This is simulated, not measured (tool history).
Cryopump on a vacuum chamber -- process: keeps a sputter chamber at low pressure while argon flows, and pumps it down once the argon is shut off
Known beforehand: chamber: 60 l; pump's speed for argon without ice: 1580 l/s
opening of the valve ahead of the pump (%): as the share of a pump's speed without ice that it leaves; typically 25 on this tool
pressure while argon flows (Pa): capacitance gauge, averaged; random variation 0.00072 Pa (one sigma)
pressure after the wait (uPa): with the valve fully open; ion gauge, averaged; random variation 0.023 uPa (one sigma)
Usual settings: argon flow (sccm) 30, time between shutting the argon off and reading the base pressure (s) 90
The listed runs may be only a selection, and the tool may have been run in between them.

| run | hour | argon flow (sccm) | time between shutting the argon off and reading the base pressure (s) | opening of the valve ahead of the pump (%) | pressure while argon flows (Pa) | pressure after the wait (uPa) |
|---|---|---|---|---|---|---|
| 1 | 0.0 | 30 | 90 | 25 | 0.1339 | 1.09 |
| 2 | 40.5 | 30 | 90 | 25 | 0.1343 | 1.12 |
| 3 | 102.1 | 30 | 70 | 25 | 0.1338 | 1.39 |
| 4 | 176.6 | 30 | 70 | 25 | 0.1355 | 1.42 |
| 5 | 237.1 | 30 | 70 | 25 | 0.1366 | 1.42 |
| 6 | 296.6 | 30 | 141 | 25 | 0.1366 | 1.15 |
| 7 | 332.8 | 36 | 90 | 25 | 0.1661 | 1.38 |
| 8 | 368.3 | 36 | 90 | 25 | 0.1664 | 1.40 |
| 9 | 433.5 | 16 | 90 | 25 | 0.0741 | 1.46 |
| 10 | 512.2 | 30 | 109 | 25 | 0.1396 | 1.42 |
| 11 | 544.7 | 30 | 109 | 33 | 0.1100 | 1.48 |
| 12 | 585.0 | 30 | 109 | 33 | 0.1097 | 1.50 |
|  | 624.1 | pump warmed up, emptied and cooled again |
| 13 | 654.7 | 30 | 109 | 33 | 0.0979 | 1.24 |
| 14 | 715.2 | 30 | 109 | 33 | 0.0992 | 1.29 |
| 15 | 764.6 | 30 | 109 | 33 | 0.1004 | 1.31 |
| 16 | 823.9 | 26 | 270 | 30 | 0.0944 | 1.12 |
| 17 | 877.2 | 30 | 101 | 18 | 0.1816 | 1.43 |
| 18 | 919.7 | 30 | 245 | 40 | 0.0844 | 1.17 |
| 19 | 952.6 | 30 | 245 | 40 | 0.0851 | 1.19 |
| 20 | 1014.4 | 19 | 245 | 25 | 0.0841 | 1.28 |
| 21 | 1085.3 | 30 | 129 | 48 | 0.0726 | 1.50 |
| 22 | 1117.7 | 30 | 129 | 48 | 0.0726 | 1.52 |
| 23 | 1185.9 | 46 | 90 | 32 | 0.1637 | 1.74 |
| 24 | 1255.2 | 46 | 90 | 32 | 0.1658 | 1.77 |
| 25 | 1309.8 | 30 | 90 | 39 | 0.0907 | 1.80 |
| 26 | 1346.2 | 30 | 90 | 39 | 0.0902 | 1.86 |
| 27 | 1391.8 | 30 | 90 | 39 | 0.0910 | 1.89 |
| 28 | 1433.7 | 22 | 247 | 23 | 0.1093 | 1.64 |

Same runs, no hidden state in the tool, same run-to-run variation:
Hidden conditions of the tool in this case: pump's speed, % of a pump's without ice; cold plate's temperature, K; leak into the chamber, uPa l/s; drift of the gauge itself on working_pa, %; drift of the gauge itself on base_upa, %.
| run | pressure while argon flows (Pa) | pressure after the wait (uPa) |
|---|---|---|
| 1 | 0.1283 | 0.67 |
| 2 | 0.1283 | 0.67 |
| 3 | 0.1271 | 0.89 |
| 4 | 0.1278 | 0.86 |
| 5 | 0.1282 | 0.82 |
| 6 | 0.1274 | 0.50 |
| 7 | 0.1545 | 0.71 |
| 8 | 0.1544 | 0.70 |
| 9 | 0.0683 | 0.70 |
| 10 | 0.1274 | 0.62 |
| 11 | 0.0974 | 0.63 |
| 12 | 0.0964 | 0.62 |
| 13 | 0.0966 | 0.60 |
| 14 | 0.0973 | 0.62 |
| 15 | 0.0980 | 0.61 |
| 16 | 0.0919 | 0.37 |
| 17 | 0.1782 | 0.64 |
| 18 | 0.0805 | 0.36 |
| 19 | 0.0809 | 0.36 |
| 20 | 0.0810 | 0.39 |
| 21 | 0.0670 | 0.55 |
| 22 | 0.0667 | 0.55 |
| 23 | 0.1536 | 0.73 |
| 24 | 0.1543 | 0.68 |
| 25 | 0.0825 | 0.67 |
| 26 | 0.0815 | 0.69 |
| 27 | 0.0818 | 0.68 |
| 28 | 0.1021 | 0.39 |
